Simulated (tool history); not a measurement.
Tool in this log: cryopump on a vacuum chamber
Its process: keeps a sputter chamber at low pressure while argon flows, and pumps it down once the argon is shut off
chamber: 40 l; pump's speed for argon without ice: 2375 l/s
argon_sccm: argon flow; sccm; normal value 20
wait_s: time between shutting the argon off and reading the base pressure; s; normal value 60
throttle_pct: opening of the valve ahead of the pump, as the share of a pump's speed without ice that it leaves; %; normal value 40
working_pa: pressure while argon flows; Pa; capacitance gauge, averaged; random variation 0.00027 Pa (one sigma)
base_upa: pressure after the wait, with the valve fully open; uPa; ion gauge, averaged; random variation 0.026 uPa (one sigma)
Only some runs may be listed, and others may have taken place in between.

run,hour,argon_sccm,wait_s,throttle_pct,working_pa,base_upa
1,0.0,20,60,40,0.0373,2.04
2,98.1,20,60,40,0.0369,2.05
3,151.5,20,60,40,0.0377,2.10
4,255.4,20,60,40,0.0374,2.12
5,328.4,20,60,38,0.0392,2.16
6,382.7,20,60,18,0.0810,2.18
7,480.7,20,60,18,0.0813,2.17
# hour 566.9: pump warmed up, emptied and cooled again
8,575.9,20,60,18,0.0795,2.07
9,660.4,20,60,18,0.0797,2.11
10,733.5,15,60,40,0.0271,2.09
11,785.9,15,60,40,0.0268,2.12
12,877.4,15,60,16,0.0679,2.14

Run 13 has not been measured yet. What should we expect?
13,961.4,28,238,25,?,?

working_pa: 0.0803 Pa
base_upa: 1.46 uPa
Were there no unlogged condition in the tool, this run, its random variation unchanged, would have produced working_pa 0.0794 Pa, base_upa 0.41 uPa.
